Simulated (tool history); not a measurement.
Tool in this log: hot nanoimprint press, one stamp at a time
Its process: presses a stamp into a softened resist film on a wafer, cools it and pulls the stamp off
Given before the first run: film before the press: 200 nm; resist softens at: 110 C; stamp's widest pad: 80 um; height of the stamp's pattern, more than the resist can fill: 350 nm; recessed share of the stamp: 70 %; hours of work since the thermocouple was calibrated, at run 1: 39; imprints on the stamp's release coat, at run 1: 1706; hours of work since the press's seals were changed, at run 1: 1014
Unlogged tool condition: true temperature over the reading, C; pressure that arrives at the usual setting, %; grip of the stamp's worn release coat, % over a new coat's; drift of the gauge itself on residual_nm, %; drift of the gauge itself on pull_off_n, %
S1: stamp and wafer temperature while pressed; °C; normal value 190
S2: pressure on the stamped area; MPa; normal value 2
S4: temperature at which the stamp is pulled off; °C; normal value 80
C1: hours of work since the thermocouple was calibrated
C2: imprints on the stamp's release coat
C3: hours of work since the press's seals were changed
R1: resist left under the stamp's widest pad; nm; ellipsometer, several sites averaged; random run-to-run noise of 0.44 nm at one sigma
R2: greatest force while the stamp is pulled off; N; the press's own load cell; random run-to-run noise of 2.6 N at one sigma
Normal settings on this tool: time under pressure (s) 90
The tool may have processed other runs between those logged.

{"run": 1, "hour": 0.0, "S1": 190, "S2": 2, "time under pressure (s)": 90, "S4": 80, "C1": 39, "C2": 1706, "C3": 1014, "R1": 102.1, "R2": 203}
{"run": 2, "hour": 33.5, "S1": 190, "S2": 2, "time under pressure (s)": 90, "S4": 80, "C1": 52, "C2": 1763, "C3": 1028, "R1": 102.1, "R2": 208}
{"run": 3, "hour": 86.4, "S1": 190, "S2": 2, "time under pressure (s)": 90, "S4": 80, "C1": 74, "C2": 1852, "C3": 1049, "R1": 102.9, "R2": 216}
{"run": 4, "hour": 147.7, "S1": 190, "S2": 2, "time under pressure (s)": 90, "S4": 80, "C1": 98, "C2": 1956, "C3": 1074, "R1": 103.3, "R2": 219}
{"run": 5, "hour": 203.4, "S1": 190, "S2": 2, "time under pressure (s)": 90, "S4": 80, "C1": 121, "C2": 2050, "C3": 1097, "R1": 102.5, "R2": 235}
{"hour": 242.0, "done": "press's hydraulic seals changed and the load cell set to zero"}
{"run": 6, "hour": 242.0, "S1": 190, "S2": 2, "time under pressure (s)": 90, "S4": 80, "C1": 133, "C2": 2102, "C3": 0, "R1": 100.6, "R2": 235}
{"run": 7, "hour": 295.6, "S1": 190, "S2": 2, "time under pressure (s)": 90, "S4": 80, "C1": 155, "C2": 2192, "C3": 22, "R1": 101.4, "R2": 249}
{"run": 8, "hour": 345.1, "S1": 190, "S2": 2, "time under pressure (s)": 105, "S4": 80, "C1": 175, "C2": 2276, "C3": 42, "R1": 95.5, "R2": 243}
{"hour": 376.3, "done": "stamp cleaned and given a new release coat"}
{"run": 9, "hour": 412.3, "S1": 190, "S2": 2, "time under pressure (s)": 90, "S4": 80, "C1": 200, "C2": 61, "C3": 67, "R1": 101, "R2": 128}
{"run": 10, "hour": 441.1, "S1": 190, "S2": 2, "time under pressure (s)": 90, "S4": 80, "C1": 212, "C2": 110, "C3": 78, "R1": 102.1, "R2": 127}
{"run": 11, "hour": 490.6, "S1": 190, "S2": 1.84, "time under pressure (s)": 90, "S4": 80, "C1": 232, "C2": 194, "C3": 98, "R1": 104.5, "R2": 133}
{"run": 12, "hour": 524.3, "S1": 190, "S2": 1.84, "time under pressure (s)": 90, "S4": 80, "C1": 245, "C2": 251, "C3": 112, "R1": 105.7, "R2": 132}
{"run": 13, "hour": 573.7, "S1": 190, "S2": 1.84, "time under pressure (s)": 90, "S4": 80, "C1": 265, "C2": 334, "C3": 132, "R1": 106, "R2": 142}
{"run": 14, "hour": 605.8, "S1": 181, "S2": 2, "time under pressure (s)": 90, "S4": 80, "C1": 278, "C2": 388, "C3": 145, "R1": 130.8, "R2": 148}
{"run": 15, "hour": 662.1, "S1": 181, "S2": 2, "time under pressure (s)": 90, "S4": 80, "C1": 301, "C2": 484, "C3": 168, "R1": 131.4, "R2": 146}
{"run": 16, "hour": 693.4, "S1": 190, "S2": 2, "time under pressure (s)": 104, "S4": 80, "C1": 314, "C2": 537, "C3": 180, "R1": 98.5, "R2": 141}
{"run": 17, "hour": 754.6, "S1": 190, "S2": 2, "time under pressure (s)": 104, "S4": 80, "C1": 339, "C2": 640, "C3": 205, "R1": 98.2, "R2": 154}
{"run": 18, "hour": 795.9, "S1": 190, "S2": 2.27, "time under pressure (s)": 127, "S4": 69, "C1": 355, "C2": 710, "C3": 222, "R1": 85.5, "R2": 196}
{"run": 19, "hour": 854.5, "S1": 190, "S2": 1.89, "time under pressure (s)": 127, "S4": 84, "C1": 379, "C2": 809, "C3": 246, "R1": 94.3, "R2": 153}
{"run": 20, "hour": 899.4, "S1": 190, "S2": 2, "time under pressure (s)": 106, "S4": 70, "C1": 397, "C2": 885, "C3": 264, "R1": 97.3, "R2": 206}
{"hour": 907.8, "done": "plate thermocouple calibrated"}
{"run": 21, "hour": 938.7, "S1": 193, "S2": 2, "time under pressure (s)": 155, "S4": 72, "C1": 13, "C2": 946, "C3": 279, "R1": 76.2, "R2": 194}
{"run": 22, "hour": 1001.3, "S1": 193, "S2": 2.1, "time under pressure (s)": 155, "S4": 72, "C1": 38, "C2": 1052, "C3": 304, "R1": 74.8, "R2": 208}
{"run": 23, "hour": 1048.7, "S1": 193, "S2": 1.58, "time under pressure (s)": 155, "S4": 72, "C1": 57, "C2": 1132, "C3": 323, "R1": 85.8, "R2": 202}
{"run": 24, "hour": 1081.9, "S1": 193, "S2": 1.58, "time under pressure (s)": 155, "S4": 72, "C1": 71, "C2": 1188, "C3": 337, "R1": 86.1, "R2": 209}
{"run": 25, "hour": 1122.6, "S1": 193, "S2": 1.58, "time under pressure (s)": 155, "S4": 72, "C1": 87, "C2": 1257, "C3": 353, "R1": 86.5, "R2": 216}
{"run": 26, "hour": 1172.7, "S1": 193, "S2": 1.58, "time under pressure (s)": 155, "S4": 72, "C1": 107, "C2": 1342, "C3": 373, "R1": 86.5, "R2": 212}
{"run": 27, "hour": 1205.7, "S1": 193, "S2": 2.28, "time under pressure (s)": 155, "S4": 72, "C1": 121, "C2": 1398, "C3": 387, "R1": 72.1, "R2": 235}
{"run": 28, "hour": 1245.6, "S1": 198, "S2": 2, "time under pressure (s)": 90, "S4": 80, "C1": 137, "C2": 1465, "C3": 403, "R1": 81.5, "R2": 199}
{"run": 29, "hour": 1306.9, "S1": 190, "S2": 2, "time under pressure (s)": 90, "S4": 86, "C1": 162, "C2": 1569, "C3": 428, "R1": 102.9, "R2": 171}
{"run": 30, "hour": 1366.8, "S1": 193, "S2": 2, "time under pressure (s)": 68, "S4": 86, "C1": 186, "C2": 1670, "C3": 452, "R1": 104, "R2": 182}

Below are 3 alternative next runs, each starting from the tool's condition after run 30. Predict each:
{"run": "A", "hour": 1405.3, "S1": 189, "S2": 2, "time under pressure (s)": 90, "S4": 80, "C1": 202, "C2": 1735, "C3": 468, "R1": "?", "R2": "?"}
{"run": "B", "hour": 1405.3, "S1": 190, "S2": 2.79, "time under pressure (s)": 103, "S4": 80, "C1": 202, "C2": 1735, "C3": 468, "R1": "?", "R2": "?"}
{"run": "C", "hour": 1405.3, "S1": 191, "S2": 2.69, "time under pressure (s)": 136, "S4": 80, "C1": 202, "C2": 1735, "C3": 468, "R1": "?", "R2": "?"}

run=A R1=105.7 R2=226
run=B R1=84.2 R2=218
run=C R1=75.2 R2=209
Stripped of hidden state, with their random variation kept, the same runs would have yielded:
run=A R1=102.6 R2=129
run=B R1=81.2 R2=126
run=C R1=72.4 R2=121
